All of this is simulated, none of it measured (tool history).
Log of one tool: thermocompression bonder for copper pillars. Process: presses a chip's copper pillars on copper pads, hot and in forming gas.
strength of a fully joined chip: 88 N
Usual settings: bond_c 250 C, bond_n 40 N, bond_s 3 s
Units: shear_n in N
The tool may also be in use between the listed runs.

run 1 hour=0.0 | bond_c=250 bond_n=40 bond_s=3 | shear_n=51.3
run 2 hour=17.7 | bond_c=250 bond_n=40 bond_s=3 | shear_n=51.0
run 3 hour=39.3 | bond_c=250 bond_n=40 bond_s=3 | shear_n=51.0
run 4 hour=53.9 | bond_c=250 bond_n=40 bond_s=3 | shear_n=50.7
run 5 hour=71.2 | bond_c=250 bond_n=40 bond_s=2 | shear_n=44.1
run 6 hour=88.2 | bond_c=250 bond_n=40 bond_s=2 | shear_n=44.0
run 7 hour=108.6 | bond_c=250 bond_n=34 bond_s=2 | shear_n=40.4
run 8 hour=126.8 | bond_c=250 bond_n=34 bond_s=2 | shear_n=40.0
run 9 hour=139.4 | bond_c=250 bond_n=34 bond_s=2 | shear_n=40.2
run 10 hour=152.7 | bond_c=250 bond_n=34 bond_s=2 | shear_n=40.1
run 11 hour=167.6 | bond_c=250 bond_n=33 bond_s=3 | shear_n=44.8
run 12 hour=184.0 | bond_c=250 bond_n=33 bond_s=3 | shear_n=44.7
run 13 hour=194.3 | bond_c=250 bond_n=33 bond_s=3 | shear_n=44.8
run 14 hour=209.1 | bond_c=250 bond_n=33 bond_s=3 | shear_n=45.3
run 15 hour=230.8 | bond_c=250 bond_n=33 bond_s=3 | shear_n=45.0
run 16 hour=248.7 | bond_c=250 bond_n=33 bond_s=3 | shear_n=45.0
run 17 hour=258.5 | bond_c=250 bond_n=40 bond_s=3 | shear_n=49.8
run 18 hour=278.4 | bond_c=250 bond_n=40 bond_s=3 | shear_n=49.4
run 19 hour=288.1 | bond_c=250 bond_n=40 bond_s=3 | shear_n=49.4
run 20 hour=298.6 | bond_c=250 bond_n=40 bond_s=3 | shear_n=49.5
run 21 hour=320.2 | bond_c=250 bond_n=33 bond_s=2 | shear_n=38.4
run 22 hour=336.8 | bond_c=262 bond_n=58 bond_s=2 | shear_n=60.8
run 23 hour=356.2 | bond_c=262 bond_n=58 bond_s=5 | shear_n=73.1
run 24 hour=372.6 | bond_c=225 bond_n=31 bond_s=3 | shear_n=27.4
run 25 hour=394.1 | bond_c=225 bond_n=31 bond_s=3 | shear_n=27.5
run 26 hour=403.9 | bond_c=246 bond_n=31 bond_s=3 | shear_n=39.9
run 27 hour=425.0 | bond_c=245 bond_n=46 bond_s=2 | shear_n=43.6
run 28 hour=440.1 | bond_c=226 bond_n=40 bond_s=6 | shear_n=42.6
run 29 hour=452.4 | bond_c=248 bond_n=26 bond_s=8 | shear_n=51.9
run 30 hour=464.0 | bond_c=248 bond_n=27 bond_s=8 | shear_n=52.8
run 31 hour=474.1 | bond_c=263 bond_n=58 bond_s=3 | shear_n=67.3
run 32 hour=487.5 | bond_c=250 bond_n=40 bond_s=2 | shear_n=42.7
run 33 hour=505.3 | bond_c=250 bond_n=40 bond_s=2 | shear_n=42.1
run 34 hour=515.4 | bond_c=267 bond_n=44 bond_s=2 | shear_n=56.3
run 35 hour=530.6 | bond_c=258 bond_n=44 bond_s=2 | shear_n=50.5
run 36 hour=540.7 | bond_c=259 bond_n=40 bond_s=2 | shear_n=48.5
run 37 hour=559.0 | bond_c=259 bond_n=44 bond_s=3 | shear_n=57.6
run 38 hour=578.2 | bond_c=254 bond_n=29 bond_s=3 | shear_n=43.4
run 39 hour=595.1 | bond_c=269 bond_n=26 bond_s=3 | shear_n=49.5
run 40 hour=612.9 | bond_c=269 bond_n=26 bond_s=3 | shear_n=49.9

3 ways to go on from here, each from the tool as it stands after run 40. What would each give?
run A hour=626.5 | bond_c=227 bond_n=39 bond_s=2 | shear_n=?
run B hour=626.5 | bond_c=221 bond_n=29 bond_s=5 | shear_n=?
run C hour=626.5 | bond_c=225 bond_n=27 bond_s=2 | shear_n=?

run=A shear_n=27.4
run=B shear_n=28.8
run=C shear_n=20.4
Without the tool's hidden state the same runs would have given:
run=A shear_n=30.1
run=B shear_n=31.7
run=C shear_n=22.5
